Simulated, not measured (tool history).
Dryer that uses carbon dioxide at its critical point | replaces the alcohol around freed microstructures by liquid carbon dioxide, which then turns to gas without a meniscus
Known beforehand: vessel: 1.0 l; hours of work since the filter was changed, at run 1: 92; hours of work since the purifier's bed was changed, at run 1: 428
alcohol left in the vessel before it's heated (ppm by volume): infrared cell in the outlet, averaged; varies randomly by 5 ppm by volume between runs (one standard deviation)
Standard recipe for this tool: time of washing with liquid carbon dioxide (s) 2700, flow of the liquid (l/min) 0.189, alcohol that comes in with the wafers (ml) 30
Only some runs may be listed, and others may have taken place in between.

run     day  time of washing with liquid carbon dioxide (s)  flow of the liquid (l/min)  alcohol that comes in with the wafers (ml)  hours of work since the filter was changed  hours of work since the purifier's bed was changed  alcohol left in the vessel before it's heated (ppm by volume)
  1       0                                            2700                       0.189                                          30                                          92                                                 428                                                             62
  2   1.542                                            2700                       0.158                                          30                                         106                                                 441                                                            136
  3   2.508                                            2700                       0.158                                          30                                         114                                                 450                                                            131
  4   3.892                                            2700                       0.158                                          30                                         126                                                 462                                                            137
  5   5.008                                            2700                       0.158                                          30                                         136                                                 471                                                            136
  6   5.817                                            2700                       0.158                                          30                                         143                                                 478                                                            139
  7   6.996                                            2700                       0.158                                          30                                         153                                                 489                                                            158
  8   7.938                                            2700                       0.158                                          30                                         161                                                 497                                                            152
  9   9.125                                            2700                       0.158                                          30                                         171                                                 507                                                            150
 10  10.596                                            2700                       0.189                                          30                                         184                                                 520                                                             66
     11.325  -- inlet filter changed
 11  11.896                                            2700                       0.189                                          30                                           5                                                 531                                                             59
 12  12.954                                            1680                       0.265                                          41                                          14                                                 540                                                            116
 13  13.833                                            2520                       0.143                                          27                                          22                                                 547                                                            239
 14  15.367                                            2040                       0.142                                          47                                          35                                                 561                                                            895
 15  17.017                                            2040                        0.24                                          50                                          49                                                 575                                                            101
 16  17.958                                            1920                       0.189                                          30                                          57                                                 583                                                            236
 17  19.104                                            1920                       0.189                                          30                                          67                                                 593                                                            240
 18  19.971                                            2700                       0.192                                          45                                          75                                                 601                                                             79
 19  20.796                                            2700                       0.192                                          45                                          82                                                 608                                                             87

Forecast each of these 4 alternatives for the next run:
  A  22.325                                            2460                       0.276                                          54                                          95                                                 621                                                              ?
  B  22.325                                            2700                       0.192                                          48                                          95                                                 621                                                              ?
  C  22.325                                            3960                       0.132                                          42                                          95                                                 621                                                              ?
  D  22.325                                            2160                       0.137                                         118                                          95                                                 621                                                              ?

run  alcohol left in the vessel before it's heated (ppm by volume)
  A                                                             49
  B                                                             82
  C                                                             80
  D                                                           2308
Had the tool no hidden state, the same runs would have come out as:
run  alcohol left in the vessel before it's heated (ppm by volume)
  A                                                              8
  B                                                             31
  C                                                             28
  D                                                           1865
